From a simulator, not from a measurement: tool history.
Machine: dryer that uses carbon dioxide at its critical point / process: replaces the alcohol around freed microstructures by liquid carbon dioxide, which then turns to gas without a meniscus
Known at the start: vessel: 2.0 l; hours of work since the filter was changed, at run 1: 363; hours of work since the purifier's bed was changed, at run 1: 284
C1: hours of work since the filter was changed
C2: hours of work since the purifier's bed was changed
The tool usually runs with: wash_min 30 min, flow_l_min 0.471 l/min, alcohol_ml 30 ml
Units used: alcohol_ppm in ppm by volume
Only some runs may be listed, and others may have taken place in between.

run 1 hour=0 | wash_min=30 flow_l_min=0.471 alcohol_ml=30 | C1=363 C2=284 | alcohol_ppm=135
run 2 hour=22.4 | wash_min=30 flow_l_min=0.471 alcohol_ml=30 | C1=373 C2=294 | alcohol_ppm=151
run 3 hour=33.2 | wash_min=30 flow_l_min=0.471 alcohol_ml=30 | C1=378 C2=299 | alcohol_ppm=146
run 4 hour=52.7 | wash_min=30 flow_l_min=0.471 alcohol_ml=30 | C1=387 C2=308 | alcohol_ppm=169
run 5 hour=66.8 | wash_min=30 flow_l_min=0.471 alcohol_ml=30 | C1=393 C2=314 | alcohol_ppm=156
run 6 hour=79.4 | wash_min=30 flow_l_min=0.581 alcohol_ml=30 | C1=399 C2=320 | alcohol_ppm=126
run 7 hour=92.2 | wash_min=46 flow_l_min=0.471 alcohol_ml=30 | C1=405 C2=326 | alcohol_ppm=127
run 8 hour=113.6 | wash_min=46 flow_l_min=0.471 alcohol_ml=30 | C1=414 C2=335 | alcohol_ppm=124
run 9 hour=130.6 | wash_min=30 flow_l_min=0.471 alcohol_ml=30 | C1=422 C2=343 | alcohol_ppm=173
run 10 hour=140.5 | wash_min=30 flow_l_min=0.471 alcohol_ml=30 | C1=426 C2=347 | alcohol_ppm=171
run 11 hour=159.2 | wash_min=22 flow_l_min=0.471 alcohol_ml=30 | C1=435 C2=356 | alcohol_ppm=316
run 12 hour=177.9 | wash_min=22 flow_l_min=0.471 alcohol_ml=30 | C1=443 C2=364 | alcohol_ppm=335
run 13 hour=197.5 | wash_min=22 flow_l_min=0.471 alcohol_ml=30 | C1=452 C2=373 | alcohol_ppm=358
run 14 hour=207.2 | wash_min=30 flow_l_min=0.509 alcohol_ml=30 | C1=456 C2=377 | alcohol_ppm=165
run 15 hour=223 | wash_min=30 flow_l_min=0.471 alcohol_ml=30 | C1=463 C2=384 | alcohol_ppm=188
run 16 hour=233.9 | wash_min=30 flow_l_min=0.471 alcohol_ml=30 | C1=468 C2=389 | alcohol_ppm=188
run 17 hour=245.4 | wash_min=30 flow_l_min=0.471 alcohol_ml=30 | C1=473 C2=394 | alcohol_ppm=192
run 18 hour=260.7 | wash_min=30 flow_l_min=0.471 alcohol_ml=30 | C1=480 C2=401 | alcohol_ppm=202
run 19 hour=270.3 | wash_min=41 flow_l_min=0.302 alcohol_ml=31 | C1=485 C2=406 | alcohol_ppm=237
run 20 hour=283.4 | wash_min=46 flow_l_min=0.479 alcohol_ml=31 | C1=490 C2=411 | alcohol_ppm=160
run 21 hour=304.7 | wash_min=23 flow_l_min=0.471 alcohol_ml=30 | C1=500 C2=421 | alcohol_ppm=347
run 22 hour=320.8 | wash_min=23 flow_l_min=0.461 alcohol_ml=30 | C1=507 C2=428 | alcohol_ppm=370
run 23 hour=338.9 | wash_min=23 flow_l_min=0.461 alcohol_ml=30 | C1=515 C2=436 | alcohol_ppm=361
run 24 hour=354.9 | wash_min=23 flow_l_min=0.461 alcohol_ml=30 | C1=522 C2=443 | alcohol_ppm=377
run 25 hour=368 | wash_min=32 flow_l_min=0.553 alcohol_ml=21 | C1=528 C2=449 | alcohol_ppm=177
run 26 hour=385.9 | wash_min=29 flow_l_min=0.61 alcohol_ml=52 | C1=536 C2=457 | alcohol_ppm=185
run 27 hour=408.2 | wash_min=29 flow_l_min=0.61 alcohol_ml=52 | C1=546 C2=467 | alcohol_ppm=195
-- hour=426 inlet filter changed
run 28 hour=430.2 | wash_min=41 flow_l_min=0.316 alcohol_ml=30 | C1=2 C2=477 | alcohol_ppm=210
run 29 hour=442.4 | wash_min=32 flow_l_min=0.351 alcohol_ml=73 | C1=7 C2=482 | alcohol_ppm=330
run 30 hour=454.7 | wash_min=40 flow_l_min=0.532 alcohol_ml=30 | C1=13 C2=488 | alcohol_ppm=185
run 31 hour=470.4 | wash_min=41 flow_l_min=0.471 alcohol_ml=30 | C1=20 C2=495 | alcohol_ppm=187
run 32 hour=480.8 | wash_min=41 flow_l_min=0.471 alcohol_ml=51 | C1=25 C2=499 | alcohol_ppm=192
run 33 hour=490.6 | wash_min=32 flow_l_min=0.323 alcohol_ml=108 | C1=29 C2=504 | alcohol_ppm=569

5 options for the next run, each taken on its own from the tool as it stands now. Forecast them:
run A hour=503.1 | wash_min=46 flow_l_min=0.471 alcohol_ml=51 | C1=35 C2=509 | alcohol_ppm=?
run B hour=503.1 | wash_min=21 flow_l_min=0.323 alcohol_ml=41 | C1=35 C2=509 | alcohol_ppm=?
run C hour=503.1 | wash_min=32 flow_l_min=0.76 alcohol_ml=43 | C1=35 C2=509 | alcohol_ppm=?
run D hour=503.1 | wash_min=32 flow_l_min=0.323 alcohol_ml=26 | C1=35 C2=509 | alcohol_ppm=?
run E hour=503.1 | wash_min=22 flow_l_min=0.373 alcohol_ml=65 | C1=35 C2=509 | alcohol_ppm=?

run=A alcohol_ppm=189
run=B alcohol_ppm=985
run=C alcohol_ppm=185
run=D alcohol_ppm=269
run=E alcohol_ppm=834
Without the tool's unlogged condition, the same runs would have read:
run=A alcohol_ppm=7
run=B alcohol_ppm=771
run=C alcohol_ppm=3
run=D alcohol_ppm=82
run=E alcohol_ppm=621
